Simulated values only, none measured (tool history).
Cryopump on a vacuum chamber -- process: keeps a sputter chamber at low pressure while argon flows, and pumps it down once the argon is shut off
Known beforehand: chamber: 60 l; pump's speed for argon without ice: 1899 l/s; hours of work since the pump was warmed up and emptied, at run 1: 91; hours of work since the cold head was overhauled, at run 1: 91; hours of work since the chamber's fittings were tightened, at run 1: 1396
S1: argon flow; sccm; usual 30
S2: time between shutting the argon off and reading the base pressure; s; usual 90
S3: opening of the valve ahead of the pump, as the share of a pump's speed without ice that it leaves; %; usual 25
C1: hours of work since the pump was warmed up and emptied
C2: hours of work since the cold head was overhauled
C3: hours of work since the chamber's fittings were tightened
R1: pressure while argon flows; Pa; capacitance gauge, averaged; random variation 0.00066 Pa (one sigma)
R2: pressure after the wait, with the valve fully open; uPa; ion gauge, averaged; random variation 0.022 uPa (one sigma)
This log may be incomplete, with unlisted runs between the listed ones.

run     day  S1   S2  S3   C1    C2    C3      R1    R2
  1       0  30   90  25   91    91  1396  0.1092  1.82
  2   1.238  30   90  25  113   113  1419  0.1104  1.76
  3   2.879  30   90  58  143   143  1448  0.0497  1.87
  4   4.121  30   90  58  165   165  1470  0.0503  1.94
  5   5.946  30   90  25  198   198  1503  0.1131     2
  6   8.088  30   90  25  236   236  1542  0.1147   2.1
  7   9.588  30   90  25  263   263  1569  0.1157  2.22
  8  10.746  30   90  25  284   284  1590  0.1161  2.22
  9  12.679  20   90  25  319   319  1624  0.0764  2.38
 10  14.446  30   90  49  351   351  1656  0.0668  2.42
 11  15.467  30   90  49  369   369  1674  0.0685  2.61
     16.038  -- pump warmed up, emptied and cooled again
 12  17.229  30   90  49   21   397  1702  0.0555  1.87
 13  18.512  30   90  49   45   420  1725  0.0558   1.9
 14   20.15  30   90  49   74   449  1755  0.0559     2
 15  21.771  30   90  49  103   479  1784  0.0574  2.09
 16  23.096  30   90  49  127   502  1808  0.0571   2.1
 17  24.958  30   90  49  160   536  1841  0.0592  2.26
 18  26.092  30   27  49  181   556  1862  0.0602  3.22
 19  27.575  30   22  49  208   583  1889  0.0605  3.58
 20  28.946  30   22  49  232   608  1913   0.061  3.81
 21  30.683  30   22  49  263   639  1944  0.0626  3.87
 22  32.479  17   76  39  296   671  1977  0.0436  2.71
 23  34.517  17   76  39  332   708  2013  0.0441   2.9
 24  35.958  17   76  39  358   734  2039  0.0463  2.96
     37.192  -- pump warmed up, emptied and cooled again
 25  37.971  19   76  39   14   766  2072  0.0431  2.29
 26  39.208  35   36  48   36   788  2094  0.0662  2.75
 27  40.325  35   36  48   56   809  2114  0.0675  2.97
 28   41.95  35   36  48   86   838  2143  0.0677  2.95
     43.396  -- leaking fittings of the chamber tightened, without venting
 29  44.058  15   65  48  122   874    12  0.0299  0.77
 30  46.229  13  139  48  161   913    51   0.026  0.49
 31  48.492  30   90  52  202   954    92  0.0577   0.7
 32  49.575  30   90  52  221   973   111  0.0585  0.74
 33  50.746  30   90  52  242   994   132  0.0583  0.76
 34  52.067  30   90  52  266  1018   156  0.0603  0.78

Hidden condition of the tool, last listed run before each entry between runs versus first listed run after:
Logged between run 11 and run 12: pump warmed up, emptied and cooled again (day 16.038)
  pump's speed, % of a pump's without ice: 67.2 -> 97.7; cold plate's temperature, K: 12.27 -> 12.29; leak into the chamber, uPa l/s: 2738 -> 2777
  measured less the result without the state, R1: +0.0134 -> +0.0007 Pa; R2: +2.04 -> +1.33 uPa
Logged between run 24 and run 25: pump warmed up, emptied and cooled again (day 37.192)
  pump's speed, % of a pump's without ice: 69.7 -> 98.8; cold plate's temperature, K: 12.48 -> 12.5; leak into the chamber, uPa l/s: 3258 -> 3307
  measured less the result without the state, R1: +0.0068 -> +0.0004 Pa; R2: +2.33 -> +1.64 uPa
Logged between run 28 and run 29: leaking fittings of the chamber tightened, without venting (day 43.396)
  pump's speed, % of a pump's without ice: 93 -> 90; cold plate's temperature, K: 12.54 -> 12.56; leak into the chamber, uPa l/s: 3408 -> 360
  measured less the result without the state, R1: +0.0027 -> +0.0017 Pa; R2: +1.8 -> +0.05 uPa
